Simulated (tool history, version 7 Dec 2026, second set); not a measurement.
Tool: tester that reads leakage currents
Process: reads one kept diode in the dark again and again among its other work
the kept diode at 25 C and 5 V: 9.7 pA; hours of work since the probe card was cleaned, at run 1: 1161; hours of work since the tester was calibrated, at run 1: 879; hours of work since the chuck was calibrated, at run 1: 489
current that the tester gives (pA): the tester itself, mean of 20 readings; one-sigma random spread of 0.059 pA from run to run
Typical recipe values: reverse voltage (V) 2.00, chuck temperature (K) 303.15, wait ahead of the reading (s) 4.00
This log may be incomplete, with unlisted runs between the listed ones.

run	day	reverse voltage (V)	chuck temperature (K)	wait ahead of the reading (s)	hours of work since the probe card was cleaned	hours of work since the tester was calibrated	hours of work since the chuck was calibrated	current that the tester gives (pA)
1	0.000	2.00	303.15	4.00	1161	879	489	14.41
2	1.946	2.00	303.15	4.00	1187	905	515	14.60
# day 3.458: probe card cleaned and baked
3	3.704	2.00	303.15	4.00	3	927	537	9.60
4	5.525	2.00	303.15	4.00	28	951	561	9.68
5	7.583	2.00	315.15	4.00	55	979	588	24.89
6	10.004	2.00	315.15	4.00	88	1011	621	24.86
7	11.992	2.00	315.15	4.00	114	1038	647	24.73
8	13.742	2.00	315.15	4.00	138	1061	671	24.98
9	15.267	2.00	315.15	4.00	158	1081	691	24.88
10	17.771	2.00	315.15	4.00	192	1115	725	24.98
11	19.267	2.00	315.15	4.00	212	1135	745	25.02
12	20.933	2.00	303.15	7.55	234	1157	767	10.17
13	22.904	2.00	303.15	7.55	260	1184	794	10.29
14	24.029	2.00	303.15	7.55	275	1199	809	10.32
15	25.308	2.00	303.15	7.55	292	1216	826	10.28
16	27.638	2.05	307.15	9.41	324	1247	857	14.06
17	28.892	1.55	320.15	4.20	340	1264	874	32.29
18	30.158	4.33	309.15	1.42	357	1281	891	23.84
19	31.712	7.57	320.15	1.42	378	1302	911	65.02
20	33.062	3.52	305.15	4.00	396	1320	930	16.34
21	34.838	2.13	303.15	4.39	420	1343	953	11.07
22	37.104	2.13	303.15	4.39	450	1374	984	11.20
23	38.817	2.13	303.15	4.39	473	1397	1007	11.21
# day 39.712: chuck's temperature calibrated
24	41.371	2.37	303.15	4.00	506	1430	22	13.33
25	43.783	1.15	295.15	4.17	539	1462	54	5.46
26	45.179	1.15	295.15	4.17	557	1481	73	5.44
27	47.058	2.73	307.15	6.64	582	1506	98	18.95
28	49.167	14.75	298.15	2.79	611	1534	127	34.09
29	51.342	2.08	298.15	7.59	640	1563	156	9.48

Predict each of these 3 candidate next runs independently; none follows another, all start after run 29:
A	52.475	1.90	329.15	0.31	655	1578	171	?
B	52.475	2.00	301.15	4.00	655	1578	171	?
C	52.475	2.00	319.15	4.00	655	1578	171	?

run	current that the tester gives (pA)
A	73.16
B	11.09
C	37.51
With the hidden condition removed and each run's random variation left untouched, the same runs would have given:
run	current that the tester gives (pA)
A	73.22
B	8.74
C	36.15
